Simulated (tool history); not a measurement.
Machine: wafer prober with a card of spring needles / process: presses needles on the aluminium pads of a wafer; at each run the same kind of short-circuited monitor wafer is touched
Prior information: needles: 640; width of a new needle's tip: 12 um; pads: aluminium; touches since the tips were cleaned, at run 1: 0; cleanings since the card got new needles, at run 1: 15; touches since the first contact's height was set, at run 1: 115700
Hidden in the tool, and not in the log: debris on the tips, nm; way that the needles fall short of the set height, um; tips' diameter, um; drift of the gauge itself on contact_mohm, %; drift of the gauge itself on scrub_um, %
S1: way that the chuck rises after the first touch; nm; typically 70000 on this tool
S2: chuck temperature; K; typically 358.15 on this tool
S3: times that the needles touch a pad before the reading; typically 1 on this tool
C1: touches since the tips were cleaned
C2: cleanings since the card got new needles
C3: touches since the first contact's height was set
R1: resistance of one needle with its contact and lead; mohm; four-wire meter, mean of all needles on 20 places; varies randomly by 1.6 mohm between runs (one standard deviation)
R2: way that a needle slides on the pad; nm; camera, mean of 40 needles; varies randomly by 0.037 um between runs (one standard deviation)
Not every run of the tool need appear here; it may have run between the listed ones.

{"run": 1, "hour": 0.0, "S1": 70000, "S2": 358.15, "S3": 1, "C1": 0, "C2": 15, "C3": 115700, "R1": 157, "R2": 14420}
{"run": 2, "hour": 15.5, "S1": 70000, "S2": 358.15, "S3": 1, "C1": 3390, "C2": 15, "C3": 119090, "R1": 155, "R2": 14380}
{"hour": 32.3, "done": "tips cleaned on abrasive film"}
{"run": 3, "hour": 41.4, "S1": 66000, "S2": 358.15, "S3": 1, "C1": 1996, "C2": 16, "C3": 124746, "R1": 161, "R2": 13610}
{"run": 4, "hour": 60.6, "S1": 70000, "S2": 358.15, "S3": 1, "C1": 6208, "C2": 16, "C3": 128958, "R1": 159, "R2": 14500}
{"hour": 64.0, "done": "tips cleaned on abrasive film"}
{"run": 5, "hour": 71.9, "S1": 70000, "S2": 358.15, "S3": 1, "C1": 1726, "C2": 17, "C3": 131403, "R1": 156, "R2": 14450}
{"run": 6, "hour": 83.7, "S1": 70000, "S2": 358.15, "S3": 1, "C1": 4320, "C2": 17, "C3": 133997, "R1": 158, "R2": 14420}
{"hour": 94.4, "done": "tips cleaned on abrasive film"}
{"run": 7, "hour": 96.0, "S1": 70000, "S2": 358.15, "S3": 1, "C1": 357, "C2": 18, "C3": 136682, "R1": 158, "R2": 14490}
{"run": 8, "hour": 116.6, "S1": 70000, "S2": 358.15, "S3": 1, "C1": 4862, "C2": 18, "C3": 141187, "R1": 156, "R2": 14460}
{"hour": 125.7, "done": "tips cleaned on abrasive film"}
{"run": 9, "hour": 128.7, "S1": 70000, "S2": 358.15, "S3": 1, "C1": 658, "C2": 19, "C3": 143824, "R1": 156, "R2": 14400}
{"run": 10, "hour": 154.1, "S1": 70000, "S2": 358.15, "S3": 1, "C1": 6214, "C2": 19, "C3": 149380, "R1": 159, "R2": 14560}
{"hour": 156.3, "done": "tips cleaned on abrasive film"}
{"run": 11, "hour": 178.5, "S1": 70000, "S2": 358.15, "S3": 1, "C1": 4858, "C2": 20, "C3": 154707, "R1": 157, "R2": 14560}
{"hour": 187.1, "done": "tips cleaned on abrasive film"}
{"run": 12, "hour": 191.2, "S1": 70000, "S2": 358.15, "S3": 1, "C1": 900, "C2": 21, "C3": 157472, "R1": 157, "R2": 14540}
{"run": 13, "hour": 211.9, "S1": 70000, "S2": 358.15, "S3": 1, "C1": 5423, "C2": 21, "C3": 161995, "R1": 158, "R2": 14550}
{"hour": 217.3, "done": "tips cleaned on abrasive film"}
{"run": 14, "hour": 228.6, "S1": 70000, "S2": 358.15, "S3": 1, "C1": 2469, "C2": 22, "C3": 165640, "R1": 158, "R2": 14610}
{"run": 15, "hour": 246.4, "S1": 70000, "S2": 334.15, "S3": 1, "C1": 6383, "C2": 22, "C3": 169554, "R1": 155, "R2": 14580}
{"hour": 247.7, "done": "tips cleaned on abrasive film"}
{"run": 16, "hour": 264.5, "S1": 70000, "S2": 334.15, "S3": 1, "C1": 3670, "C2": 23, "C3": 173483, "R1": 154, "R2": 14620}
{"hour": 278.7, "done": "tips cleaned on abrasive film"}
{"run": 17, "hour": 289.7, "S1": 65000, "S2": 348.15, "S3": 1, "C1": 2390, "C2": 24, "C3": 178979, "R1": 157, "R2": 13550}
{"run": 18, "hour": 300.2, "S1": 65000, "S2": 392.15, "S3": 1, "C1": 4697, "C2": 24, "C3": 181286, "R1": 162, "R2": 13560}
{"hour": 310.0, "done": "tips cleaned on abrasive film"}
{"run": 19, "hour": 317.5, "S1": 55000, "S2": 303.15, "S3": 3, "C1": 1645, "C2": 25, "C3": 185061, "R1": 150, "R2": 11500}
{"run": 20, "hour": 329.7, "S1": 65000, "S2": 302.15, "S3": 3, "C1": 4310, "C2": 25, "C3": 187726, "R1": 149, "R2": 13640}
{"hour": 340.6, "done": "tips cleaned on abrasive film"}
{"hour": 350.5, "done": "gauge calibrated"}
{"run": 21, "hour": 354.8, "S1": 65000, "S2": 302.15, "S3": 3, "C1": 3101, "C2": 26, "C3": 193204, "R1": 150, "R2": 13370}
{"hour": 371.1, "done": "tips cleaned on abrasive film"}
{"run": 22, "hour": 376.4, "S1": 56000, "S2": 331.15, "S3": 3, "C1": 1158, "C2": 27, "C3": 197918, "R1": 155, "R2": 11520}
{"hour": 382.3, "done": "height of the first contact set anew"}
{"hour": 402.4, "done": "tips cleaned on abrasive film"}
{"run": 23, "hour": 402.4, "S1": 78000, "S2": 331.15, "S3": 1, "C1": 0, "C2": 28, "C3": 4369, "R1": 150, "R2": 16110}
{"run": 24, "hour": 426.1, "S1": 81000, "S2": 358.15, "S3": 1, "C1": 5190, "C2": 28, "C3": 9559, "R1": 157, "R2": 16730}
{"hour": 432.8, "done": "tips cleaned on abrasive film"}
{"run": 25, "hour": 446.5, "S1": 86000, "S2": 358.15, "S3": 2, "C1": 3015, "C2": 29, "C3": 14021, "R1": 157, "R2": 17820}
{"hour": 463.2, "done": "tips cleaned on abrasive film"}
{"run": 26, "hour": 469.3, "S1": 75000, "S2": 371.15, "S3": 1, "C1": 1326, "C2": 30, "C3": 18989, "R1": 158, "R2": 15470}
{"run": 27, "hour": 488.0, "S1": 61000, "S2": 350.15, "S3": 1, "C1": 5437, "C2": 30, "C3": 23100, "R1": 158, "R2": 12580}
{"hour": 494.3, "done": "tips cleaned on abrasive film"}
{"run": 28, "hour": 500.6, "S1": 55000, "S2": 328.15, "S3": 1, "C1": 1377, "C2": 31, "C3": 25824, "R1": 154, "R2": 11470}
{"run": 29, "hour": 513.0, "S1": 90000, "S2": 317.15, "S3": 1, "C1": 4091, "C2": 31, "C3": 28538, "R1": 149, "R2": 18690}
{"hour": 525.1, "done": "tips cleaned on abrasive film"}
{"run": 30, "hour": 535.1, "S1": 75000, "S2": 358.15, "S3": 1, "C1": 2184, "C2": 32, "C3": 33359, "R1": 158, "R2": 15650}

Alternative continuations, all from the tool just after run 30; predict every row:
{"run": "A", "hour": 549.0, "S1": 75000, "S2": 394.15, "S3": 2, "C1": 5250, "C2": 32, "C3": 36425, "R1": "?", "R2": "?"}
{"run": "B", "hour": 549.0, "S1": 52000, "S2": 358.15, "S3": 2, "C1": 5250, "C2": 32, "C3": 36425, "R1": "?", "R2": "?"}
{"run": "C", "hour": 549.0, "S1": 87000, "S2": 320.15, "S3": 1, "C1": 5250, "C2": 32, "C3": 36425, "R1": "?", "R2": "?"}
{"run": "D", "hour": 549.0, "S1": 64000, "S2": 306.15, "S3": 2, "C1": 5250, "C2": 32, "C3": 36425, "R1": "?", "R2": "?"}
{"run": "E", "hour": 549.0, "S1": 58000, "S2": 358.15, "S3": 1, "C1": 5250, "C2": 32, "C3": 36425, "R1": "?", "R2": "?"}

run=A R1=161 R2=15560
run=B R1=160 R2=10790
run=C R1=146 R2=18100
run=D R1=151 R2=13330
run=E R1=159 R2=12080
With no hidden state in the tool, these same runs would have given:
run=A R1=160 R2=15390
run=B R1=159 R2=10670
run=C R1=146 R2=17900
run=D R1=151 R2=13180
run=E R1=158 R2=11950
